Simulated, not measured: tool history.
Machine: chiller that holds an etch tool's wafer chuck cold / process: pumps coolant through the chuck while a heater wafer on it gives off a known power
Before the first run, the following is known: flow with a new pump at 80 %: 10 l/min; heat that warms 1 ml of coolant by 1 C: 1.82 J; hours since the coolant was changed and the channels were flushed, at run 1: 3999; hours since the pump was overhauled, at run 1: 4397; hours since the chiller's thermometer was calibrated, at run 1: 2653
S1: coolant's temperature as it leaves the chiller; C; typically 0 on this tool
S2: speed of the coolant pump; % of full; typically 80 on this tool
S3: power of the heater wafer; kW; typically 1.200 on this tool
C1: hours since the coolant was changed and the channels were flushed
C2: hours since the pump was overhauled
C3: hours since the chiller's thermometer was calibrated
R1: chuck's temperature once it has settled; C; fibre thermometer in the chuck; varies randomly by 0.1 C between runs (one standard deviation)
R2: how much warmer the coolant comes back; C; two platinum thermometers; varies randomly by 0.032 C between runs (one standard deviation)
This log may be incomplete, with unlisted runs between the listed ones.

run	day	S1	S2	S3	C1	C2	C3	R1	R2
1	0.000	0	80	1.200	3999	4397	2653	11.4	4.30
2	3.179	0	80	1.200	4076	4473	2729	11.1	4.30
3	4.992	0	80	1.200	4119	4517	2773	11.3	4.30
4	8.783	0	80	1.200	4210	4608	2864	11.2	4.28
5	11.425	0	80	0.954	4274	4671	2927	8.9	3.44
6	14.117	0	80	1.200	4338	4736	2992	11.3	4.29
7	16.571	0	80	1.200	4397	4795	3050	11.4	4.34
8	19.133	0	80	1.200	4459	4856	3112	11.4	4.32
9	21.908	0	80	1.200	4525	4923	3179	11.4	4.35
10	23.817	0	80	1.200	4571	4969	3224	11.6	4.24
11	26.550	0	80	1.200	4637	5034	3290	11.4	4.33
12	29.983	0	80	1.200	4719	5117	3372	11.5	4.39
13	33.712	0	80	1.200	4808	5206	3462	11.5	4.39
14	37.333	0	80	1.200	4895	5293	3549	11.7	4.36
15	40.117	0	77	1.010	4962	5360	3616	10.1	3.81
16	43.271	0	79	1.200	5038	5436	3691	11.7	4.48
17	45.275	0	64	0.679	5086	5484	3739	7.6	3.22
18	48.029	5	65	0.960	5152	5550	3806	15.5	4.42
19	49.996	0	80	1.235	5199	5597	3853	11.9	4.56
20	53.508	5	80	1.200	5284	5681	3937	16.5	4.38
21	56.758	5	80	1.200	5362	5759	4015	16.7	4.38
22	59.846	5	80	1.200	5436	5833	4089	16.7	4.41
23	62.112	-9	92	1.200	5490	5888	4144	1.8	3.78
24	65.608	9	92	1.200	5574	5972	4227	19.7	3.86
25	68.846	-6	63	1.200	5652	6049	4305	7.7	5.74
26	70.583	-8	86	0.679	5693	6091	4347	-1.7	2.34
27	73.388	-7	80	0.982	5761	6158	4414	2.7	3.58
28	75.879	-7	89	0.710	5820	6218	4474	-0.6	2.33

Predict each of these 5 candidate next runs independently; none follows another, all start after run 28:
A	78.429	-6	89	0.710	5882	6279	4535	?	?
B	78.429	-4	80	1.670	5882	6279	4535	?	?
C	78.429	0	80	1.677	5882	6279	4535	?	?
D	78.429	-3	80	1.200	5882	6279	4535	?	?
E	78.429	-7	64	0.710	5882	6279	4535	?	?

run	R1	R2
A	0.5	2.38
B	12.6	6.17
C	16.6	6.23
D	8.8	4.45
E	0.8	3.37
Without the tool's hidden state the same runs would have given:
run	R1	R2
A	-0.5	2.14
B	10.0	5.51
C	14.0	5.57
D	7.0	3.99
E	-0.3	3.01
